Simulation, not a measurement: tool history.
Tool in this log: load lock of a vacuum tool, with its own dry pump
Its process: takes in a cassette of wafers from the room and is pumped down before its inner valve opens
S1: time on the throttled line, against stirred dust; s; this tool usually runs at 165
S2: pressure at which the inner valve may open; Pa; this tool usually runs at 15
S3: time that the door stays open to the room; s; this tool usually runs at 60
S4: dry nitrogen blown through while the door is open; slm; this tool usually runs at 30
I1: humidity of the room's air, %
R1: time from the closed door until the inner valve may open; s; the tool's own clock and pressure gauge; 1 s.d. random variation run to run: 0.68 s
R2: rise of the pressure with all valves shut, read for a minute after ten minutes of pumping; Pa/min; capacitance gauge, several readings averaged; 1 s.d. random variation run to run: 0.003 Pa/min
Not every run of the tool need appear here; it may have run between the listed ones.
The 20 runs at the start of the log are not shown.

run,hour,S1,S2,S3,S4,I1,R1,R2
21,1358.4,218,24,60,30,45.6,267.0,0.597
22,1427.0,218,24,60,30,45.1,267.4,0.612
23,1490.5,99,23,60,30,43.4,160.1,0.608
24,1537.5,144,15,48,30,43.7,203.1,0.613
25,1586.8,173,16,138,30,45.5,231.3,0.625
26,1649.0,140,12,138,30,45.1,201.9,0.627
27,1708.4,165,20,229,30,44.8,221.3,0.648
# hour 1740.1: door's seal changed, seat wiped
28,1798.1,165,20,229,30,45.1,220.6,0.030
29,1874.6,165,16,73,40,44.4,222.7,0.009
30,1963.5,165,16,62,21,46.7,224.3,0.023
31,2050.6,165,16,38,15,47.6,223.9,0.020
32,2126.3,165,16,38,15,45.9,222.9,0.021
33,2224.1,165,26,60,6,44.7,218.7,0.038
34,2316.3,240,15,73,20,45.1,292.9,0.026
35,2406.6,142,18,142,7,43.0,201.8,0.058
36,2464.7,120,22,60,30,44.8,180.1,0.032

What if the next run were any one of these 5? Each begins from the tool's condition after run 36:
A,2539.3,158,15,74,30,44.1,?,?
B,2539.3,199,22,60,36,43.3,?,?
C,2539.3,165,15,45,30,43.5,?,?
D,2539.3,271,19,64,30,45.6,?,?
E,2539.3,114,17,60,30,46.9,?,?

run,R1,R2
A,217.5,0.030
B,252.0,0.027
C,223.4,0.029
D,317.1,0.031
E,176.6,0.029
The same runs, with their run-to-run variation unchanged, on a tool lacking any hidden condition would have given:
run,R1,R2
A,215.7,0.011
B,250.3,0.008
C,221.6,0.010
D,315.6,0.012
E,174.7,0.010

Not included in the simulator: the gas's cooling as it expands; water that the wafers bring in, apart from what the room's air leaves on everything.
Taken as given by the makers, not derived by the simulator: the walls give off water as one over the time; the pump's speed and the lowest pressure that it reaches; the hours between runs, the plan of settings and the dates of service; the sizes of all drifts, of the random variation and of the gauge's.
